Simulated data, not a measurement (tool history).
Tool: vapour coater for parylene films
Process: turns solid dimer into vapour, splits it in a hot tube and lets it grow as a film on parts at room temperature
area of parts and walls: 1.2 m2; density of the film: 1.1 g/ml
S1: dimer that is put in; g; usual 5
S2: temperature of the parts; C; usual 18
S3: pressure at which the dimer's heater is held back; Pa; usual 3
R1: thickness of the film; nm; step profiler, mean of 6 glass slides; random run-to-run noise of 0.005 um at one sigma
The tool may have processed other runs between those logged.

Run 1, hour 0: usual settings. Result: R1 2540 nm.
Run 2, hour 33.1: usual settings. Result: R1 2537 nm.
Run 3, hour 68.9: usual settings. Result: R1 2526 nm.
Run 4, hour 116.2: usual settings. Result: R1 2524 nm.
Run 5, hour 165.6: usual settings but S3 4.43 Pa. Result: R1 2370 nm.
Run 6, hour 192.9: usual settings. Result: R1 2513 nm.
Run 7, hour 219: usual settings but S1 2 g. Result: R1 1001 nm.
Run 8, hour 255.8: usual settings but S1 2 g. Result: R1 1005 nm.
Run 9, hour 295.7: usual settings but S1 2 g. Result: R1 996 nm.
Run 10, hour 339.7: usual settings but S3 11.1 Pa. Result: R1 2046 nm.
Run 11, hour 370.5: usual settings. Result: R1 2492 nm.
Run 12, hour 391.9: usual settings. Result: R1 2488 nm.
At hour 397: table's thermometer calibrated.
Run 13, hour 421.3: usual settings but S1 2 g. Result: R1 922 nm.
Run 14, hour 462.7: usual settings but S1 2 g. Result: R1 926 nm.
Run 15, hour 508.2: usual settings but S1 2 g. Result: R1 925 nm.
Run 16, hour 546.1: usual settings but S1 2 g. Result: R1 923 nm.
At hour 552.7: trap's valve overhauled.
Run 17, hour 571.5: usual settings but S1 2 g. Result: R1 892 nm.
Run 18, hour 598.6: usual settings but S1 3 g. Result: R1 1335 nm.
Run 19, hour 642.4: usual settings but S1 3 g. Result: R1 1335 nm.
Run 20, hour 677.6: usual settings but S1 3 g, S3 3.5 Pa. Result: R1 1290 nm.
Run 21, hour 699.7: usual settings but S1 3 g, S3 3.5 Pa. Result: R1 1300 nm.
Run 22, hour 744.1: usual settings but S1 3 g, S3 3.5 Pa. Result: R1 1294 nm.
Run 23, hour 770.6: usual settings but S1 3 g, S3 3.5 Pa. Result: R1 1285 nm.
Run 24, hour 802.2: usual settings but S1 3 g, S3 3.5 Pa. Result: R1 1287 nm.
At hour 848: trap's valve overhauled, once more.
Run 25, hour 854.9: usual settings but S2 11 C, S3 3.7 Pa. Result: R1 3214 nm.
Run 26, hour 886: usual settings but S1 2 g, S2 10 C, S3 10.12 Pa. Result: R1 1148 nm.
Run 27, hour 927.4: usual settings but S1 2 g, S2 10 C, S3 10.12 Pa. Result: R1 1150 nm.
Run 28, hour 965.2: usual settings but S1 3 g, S2 27 C, S3 7.79 Pa. Result: R1 854 nm.
Run 29, hour 995.6: usual settings but S1 3 g, S3 11.86 Pa. Result: R1 1185 nm.
Run 30, hour 1019.8: usual settings but S1 3 g, S3 11.86 Pa. Result: R1 1176 nm.
Run 31, hour 1042.3: usual settings but S1 3 g, S3 11.86 Pa. Result: R1 1175 nm.
Run 32, hour 1067.8: usual settings but S1 4 g, S2 28 C, S3 4.64 Pa. Result: R1 1175 nm.
Run 33, hour 1108.8: usual settings but S1 3 g, S2 23 C, S3 4.64 Pa. Result: R1 1086 nm.
Run 34, hour 1158.4: usual settings but S1 3 g, S2 23 C, S3 4.64 Pa. Result: R1 1078 nm.
Run 35, hour 1192.1: usual settings but S1 2 g, S2 27 C, S3 2.13 Pa. Result: R1 678 nm.
Run 36, hour 1240.1: usual settings but S1 2 g, S2 27 C, S3 2.13 Pa. Result: R1 676 nm.
Run 37, hour 1280: usual settings but S1 8 g, S2 28 C, S3 3.99 Pa. Result: R1 2366 nm.
Run 38, hour 1327.4: usual settings but S2 30 C. Result: R1 1413 nm.
Run 39, hour 1351.6: usual settings but S2 30 C. Result: R1 1410 nm.
Run 40, hour 1391: usual settings but S1 3 g, S2 30 C. Result: R1 842 nm.
Run 41, hour 1434.2: usual settings but S1 7 g, S2 26 C, S3 3.91 Pa. Result: R1 2242 nm.
At hour 1458.4: trap's valve overhauled.
Run 42, hour 1476.8: usual settings but S1 7 g, S2 26 C, S3 2.83 Pa. Result: R1 2463 nm.
Run 43, hour 1518.5: usual settings but S1 7 g, S2 26 C, S3 2.83 Pa. Result: R1 2470 nm.
Run 44, hour 1542.3: usual settings but S1 7 g, S2 15 C, S3 2.4 Pa. Result: R1 4068 nm.
Run 45, hour 1589.6: usual settings but S1 6 g, S2 17 C, S3 2.3 Pa. Result: R1 3209 nm.
Run 46, hour 1612.6: usual settings but S1 6 g, S2 17 C, S3 2.3 Pa. Result: R1 3196 nm.
Run 47, hour 1637.6: usual settings but S1 7 g, S2 17 C, S3 2.04 Pa. Result: R1 3803 nm.

Consider 4 possible next runs. They are alternatives, not a sequence: every one starts from the tool as it was left by run 47. What does each give?
Run A, hour 1662.7: usual settings but S1 4 g, S2 11 C, S3 2.56 Pa. Result: R1 ?.
Run B, hour 1662.7: usual settings but S1 4 g, S2 17 C, S3 4.98 Pa. Result: R1 ?.
Run C, hour 1662.7: usual settings but S1 7 g, S2 17 C, S3 4.54 Pa. Result: R1 ?.
Run D, hour 1662.7: usual settings but S1 6 g, S2 20 C, S3 10.46 Pa. Result: R1 ?.

run    R1
  A  2727
  B  1896
  C  3381
  D  2240
With the hidden condition removed and each run's random variation left untouched, the same runs would have given:
run    R1
  A  2690
  B  1870
  C  3336
  D  2209
